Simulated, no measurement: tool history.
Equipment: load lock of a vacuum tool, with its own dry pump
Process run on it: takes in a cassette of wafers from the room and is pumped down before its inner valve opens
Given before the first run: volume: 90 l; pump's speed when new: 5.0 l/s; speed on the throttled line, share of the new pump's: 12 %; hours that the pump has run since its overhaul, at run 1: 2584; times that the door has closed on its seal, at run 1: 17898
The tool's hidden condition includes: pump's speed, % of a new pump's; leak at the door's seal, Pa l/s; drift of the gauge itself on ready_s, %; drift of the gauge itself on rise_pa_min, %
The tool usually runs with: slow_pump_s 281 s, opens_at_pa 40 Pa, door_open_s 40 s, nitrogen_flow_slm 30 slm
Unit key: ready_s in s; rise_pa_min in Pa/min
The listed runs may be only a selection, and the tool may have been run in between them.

| run | hour | slow_pump_s | opens_at_pa | door_open_s | nitrogen_flow_slm | hours that the pump has run since its overhaul | times that the door has closed on its seal | incoming humidity of the room's air, % | ready_s | rise_pa_min |
|---|---|---|---|---|---|---|---|---|---|---|
| 1 | 0.0 | 281 | 40 | 40 | 30 | 2584 | 17898 | 45.5 | 395.5 | 0.084 |
| 2 | 174.2 | 281 | 40 | 40 | 30 | 2758 | 18577 | 45.3 | 394.6 | 0.084 |
| 3 | 332.7 | 281 | 40 | 40 | 30 | 2916 | 19194 | 45.4 | 397.1 | 0.091 |
| 4 | 505.7 | 281 | 40 | 40 | 30 | 3089 | 19868 | 46.9 | 395.7 | 0.100 |
| 5 | 599.5 | 281 | 40 | 40 | 30 | 3183 | 20234 | 44.5 | 393.7 | 0.091 |
| 6 | 683.7 | 281 | 40 | 40 | 30 | 3267 | 20562 | 45.7 | 398.5 | 0.103 |
| 7 | 850.6 | 281 | 40 | 40 | 30 | 3434 | 21212 | 47.6 | 395.6 | 0.100 |
| 8 | 953.0 | 408 | 40 | 40 | 30 | 3537 | 21611 | 45.2 | 510.7 | 0.104 |
| 9 | 1089.9 | 281 | 40 | 86 | 30 | 3674 | 22144 | 46.1 | 395.3 | 0.113 |
| 10 | 1183.1 | 281 | 40 | 86 | 15 | 3767 | 22507 | 47.5 | 394.6 | 0.125 |
| 11 | 1358.1 | 281 | 65 | 86 | 15 | 3942 | 23189 | 42.8 | 386.4 | 0.122 |
| 12 | 1531.5 | 148 | 40 | 90 | 30 | 4115 | 23865 | 45.1 | 278.5 | 0.124 |
| 13 | 1671.9 | 152 | 35 | 40 | 30 | 4256 | 24412 | 43.9 | 286.0 | 0.123 |

Some steps in ready_s, run to run, broken into two amounts with sign: the step expected even without the hidden condition (settings, incoming material, random variation), and the rest, left for the hidden condition together with whatever gauge scatter is not in both the measured and the hidden-condition-free result:
Run 8 -> 9: slow_pump_s 408 -> 281, door_open_s 40 -> 86. ready_s -115.4 s: hidden state +1.0, all else -116.4.
Run 11 -> 12: slow_pump_s 281 -> 148, opens_at_pa 65 -> 40, door_open_s 86 -> 90, nitrogen_flow_slm 15 -> 30. ready_s -107.9 s: hidden state +1.8, all else -109.7.

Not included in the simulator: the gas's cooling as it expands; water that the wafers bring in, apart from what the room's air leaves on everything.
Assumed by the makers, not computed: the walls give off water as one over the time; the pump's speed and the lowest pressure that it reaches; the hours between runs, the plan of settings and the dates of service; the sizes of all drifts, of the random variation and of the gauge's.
